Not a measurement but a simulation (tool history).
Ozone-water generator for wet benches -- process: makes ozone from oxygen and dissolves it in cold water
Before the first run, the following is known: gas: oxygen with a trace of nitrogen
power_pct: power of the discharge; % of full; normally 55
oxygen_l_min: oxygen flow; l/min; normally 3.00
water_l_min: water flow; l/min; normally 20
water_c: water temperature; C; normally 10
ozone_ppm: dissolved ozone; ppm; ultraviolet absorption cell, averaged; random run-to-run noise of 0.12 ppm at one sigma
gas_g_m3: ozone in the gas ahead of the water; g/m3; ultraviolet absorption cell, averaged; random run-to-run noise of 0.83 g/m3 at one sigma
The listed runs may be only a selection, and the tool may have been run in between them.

| run | hour | power_pct | oxygen_l_min | water_l_min | water_c | ozone_ppm | gas_g_m3 |
|---|---|---|---|---|---|---|---|
| 1 | 0.0 | 55 | 3.00 | 20 | 10 | 9.8 | 132.2 |
| 2 | 24.0 | 55 | 3.00 | 20 | 10 | 9.9 | 134.5 |
| 3 | 57.0 | 55 | 2.87 | 20 | 10 | 9.9 | 135.9 |
| 4 | 79.7 | 55 | 2.87 | 20 | 10 | 9.8 | 136.4 |
| 5 | 106.1 | 55 | 2.87 | 20 | 10 | 9.9 | 135.2 |
| 6 | 138.0 | 55 | 2.87 | 20 | 10 | 9.8 | 135.4 |
| 7 | 170.4 | 55 | 2.87 | 20 | 10 | 9.8 | 137.2 |
| 8 | 203.6 | 55 | 3.00 | 23 | 10 | 8.3 | 132.4 |
| 9 | 235.3 | 55 | 3.00 | 23 | 10 | 8.5 | 133.5 |
| 10 | 267.5 | 55 | 3.00 | 23 | 10 | 8.5 | 133.8 |
| 11 | 302.4 | 86 | 1.89 | 15 | 12 | 17.9 | 263.7 |
| 12 | 322.6 | 86 | 1.89 | 15 | 12 | 17.8 | 262.0 |
| 13 | 354.1 | 85 | 2.34 | 20 | 14 | 13.7 | 229.0 |
| 14 | 370.2 | 55 | 1.78 | 15 | 10 | 11.9 | 181.6 |
| 15 | 394.4 | 52 | 1.78 | 18 | 6 | 9.8 | 172.1 |
| 16 | 423.2 | 52 | 1.78 | 20 | 10 | 8.4 | 172.6 |
| 17 | 442.6 | 52 | 2.30 | 20 | 10 | 9.1 | 148.4 |
| 18 | 466.6 | 52 | 2.30 | 20 | 10 | 9.1 | 146.9 |
| 19 | 495.9 | 94 | 1.67 | 31 | 6 | 8.9 | 309.0 |
| 20 | 517.9 | 94 | 1.67 | 31 | 6 | 9.4 | 310.4 |

Here are 4 independent what-if runs from the current tool condition. What would each one return?
| A | 544.3 | 55 | 3.86 | 20 | 6 | ? | ? |
| B | 544.3 | 94 | 1.67 | 31 | 5 | ? | ? |
| C | 544.3 | 65 | 1.67 | 31 | 6 | ? | ? |
| D | 544.3 | 94 | 2.49 | 18 | 10 | ? | ? |

| run | ozone_ppm | gas_g_m3 |
|---|---|---|
| A | 10.6 | 114.3 |
| B | 9.3 | 310.5 |
| C | 6.3 | 218.3 |
| D | 17.1 | 242.7 |
Take away the tool's hidden state, keep each run's random variation, and the runs would have read:
| run | ozone_ppm | gas_g_m3 |
|---|---|---|
| A | 10.6 | 114.3 |
| B | 9.3 | 310.6 |
| C | 6.3 | 218.4 |
| D | 17.1 | 242.8 |
